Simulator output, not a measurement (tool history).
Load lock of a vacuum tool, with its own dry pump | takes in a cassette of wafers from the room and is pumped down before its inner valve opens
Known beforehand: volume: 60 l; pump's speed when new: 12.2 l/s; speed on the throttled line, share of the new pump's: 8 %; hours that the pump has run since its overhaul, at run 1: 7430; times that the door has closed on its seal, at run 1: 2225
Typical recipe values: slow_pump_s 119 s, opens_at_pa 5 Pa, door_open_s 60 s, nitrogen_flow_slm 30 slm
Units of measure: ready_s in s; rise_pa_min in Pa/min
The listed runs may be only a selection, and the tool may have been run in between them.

| run | hour | slow_pump_s | opens_at_pa | door_open_s | nitrogen_flow_slm | hours that the pump has run since its overhaul | times that the door has closed on its seal | incoming humidity of the room's air, % | ready_s | rise_pa_min |
|---|---|---|---|---|---|---|---|---|---|---|
| 1 | 0.0 | 119 | 5 | 60 | 30 | 7430 | 2225 | 47.9 | 164.9 | 0.013 |
| 2 | 265.8 | 119 | 5 | 60 | 30 | 7696 | 2585 | 44.5 | 165.1 | 0.020 |
| 3 | 587.5 | 119 | 5 | 60 | 30 | 8018 | 3021 | 43.1 | 164.8 | 0.012 |
| 4 | 892.2 | 119 | 5 | 60 | 30 | 8323 | 3434 | 47.2 | 165.0 | 0.008 |
| 5 | 1056.1 | 119 | 5 | 60 | 30 | 8487 | 3656 | 41.0 | 167.3 | 0.012 |
| 6 | 1312.7 | 119 | 5 | 60 | 30 | 8743 | 4003 | 47.4 | 165.5 | 0.012 |
| 7 | 1450.3 | 119 | 5 | 60 | 30 | 8881 | 4190 | 42.9 | 166.2 | 0.010 |
| 8 | 1636.8 | 119 | 5 | 60 | 30 | 9067 | 4443 | 48.2 | 166.5 | 0.015 |
|  | 1723.6 | dry pump taken out, an overhauled one fitted |
| 9 | 1806.5 | 119 | 5 | 60 | 30 | 83 | 4664 | 48.8 | 158.3 | 0.016 |
| 10 | 2102.6 | 119 | 5 | 60 | 6 | 379 | 5065 | 45.0 | 158.5 | 0.031 |
| 11 | 2377.5 | 119 | 5 | 60 | 6 | 654 | 5438 | 46.8 | 158.3 | 0.030 |
| 12 | 2666.3 | 94 | 5 | 60 | 30 | 943 | 5829 | 48.2 | 136.0 | 0.017 |
| 13 | 2925.2 | 119 | 5 | 60 | 30 | 1202 | 6180 | 44.0 | 158.8 | 0.014 |
| 14 | 3104.8 | 119 | 5 | 60 | 30 | 1381 | 6423 | 44.7 | 158.9 | 0.012 |
| 15 | 3345.0 | 119 | 5 | 60 | 30 | 1621 | 6749 | 46.2 | 159.5 | 0.013 |
| 16 | 3542.2 | 119 | 8 | 60 | 30 | 1819 | 7016 | 42.4 | 157.1 | 0.019 |
| 17 | 3875.2 | 115 | 5 | 60 | 30 | 2152 | 7467 | 42.4 | 155.6 | 0.010 |
| 18 | 4138.5 | 119 | 7 | 62 | 4 | 2415 | 7824 | 43.6 | 158.1 | 0.032 |
| 19 | 4303.7 | 229 | 5 | 38 | 30 | 2580 | 8047 | 43.7 | 260.1 | 0.015 |
| 20 | 4456.1 | 77 | 5 | 202 | 23 | 2733 | 8254 | 44.4 | 121.8 | 0.034 |
| 21 | 4729.2 | 135 | 9 | 74 | 21 | 3006 | 8624 | 46.7 | 171.3 | 0.023 |
| 22 | 4942.4 | 119 | 5 | 26 | 30 | 3219 | 8913 | 44.5 | 160.8 | 0.008 |
| 23 | 5270.0 | 74 | 5 | 230 | 16 | 3546 | 9357 | 42.9 | 119.9 | 0.043 |
| 24 | 5549.6 | 74 | 5 | 230 | 16 | 3826 | 9735 | 44.3 | 119.5 | 0.047 |
| 25 | 5811.5 | 74 | 5 | 230 | 16 | 4088 | 10090 | 46.2 | 119.9 | 0.050 |
| 26 | 6090.9 | 139 | 5 | 60 | 24 | 4367 | 10469 | 45.9 | 178.6 | 0.025 |
| 27 | 6321.5 | 75 | 5 | 111 | 30 | 4598 | 10781 | 41.8 | 121.4 | 0.022 |
| 28 | 6612.2 | 75 | 5 | 111 | 18 | 4889 | 11175 | 42.4 | 121.8 | 0.029 |
| 29 | 6896.9 | 180 | 5 | 111 | 10 | 5173 | 11561 | 46.1 | 215.9 | 0.040 |
| 30 | 7211.0 | 119 | 5 | 39 | 8 | 5487 | 11986 | 47.1 | 162.0 | 0.026 |
| 31 | 7380.8 | 119 | 5 | 39 | 23 | 5657 | 12216 | 46.8 | 162.2 | 0.021 |
| 32 | 7551.7 | 119 | 5 | 39 | 23 | 5828 | 12448 | 45.9 | 162.7 | 0.020 |
| 33 | 7837.0 | 67 | 6 | 41 | 30 | 6113 | 12834 | 45.7 | 113.9 | 0.021 |
| 34 | 8161.1 | 63 | 5 | 60 | 24 | 6438 | 13273 | 46.7 | 111.2 | 0.027 |

Some steps in ready_s, run to run, broken into two amounts with sign: the step expected even without the hidden condition (settings, incoming material, random variation), and the rest, left for the hidden condition together with whatever gauge scatter is not in both the measured and the hidden-condition-free result:
Unlogged tool condition in this case: pump's speed, % of a new pump's; leak at the door's seal, Pa l/s; drift of the gauge itself on ready_s, %; drift of the gauge itself on rise_pa_min, %.
Run 8 -> 9: dry pump taken out, an overhauled one fitted. ready_s -8.2 s: hidden state -7.8, all else -0.4.
Run 18 -> 19: slow_pump_s 119 -> 229, opens_at_pa 7 -> 5, door_open_s 62 -> 38, nitrogen_flow_slm 4 -> 30. ready_s +102.0 s: hidden state -0.2, all else +102.2.
Run 19 -> 20: slow_pump_s 229 -> 77, door_open_s 38 -> 202, nitrogen_flow_slm 30 -> 23. ready_s -138.3 s: hidden state +0.6, all else -138.9.
Run 26 -> 27: slow_pump_s 139 -> 75, door_open_s 60 -> 111, nitrogen_flow_slm 24 -> 30. ready_s -57.2 s: hidden state +0.7, all else -57.9.
Run 28 -> 29: slow_pump_s 75 -> 180, nitrogen_flow_slm 18 -> 10. ready_s +94.1 s: hidden state -0.5, all else +94.6.
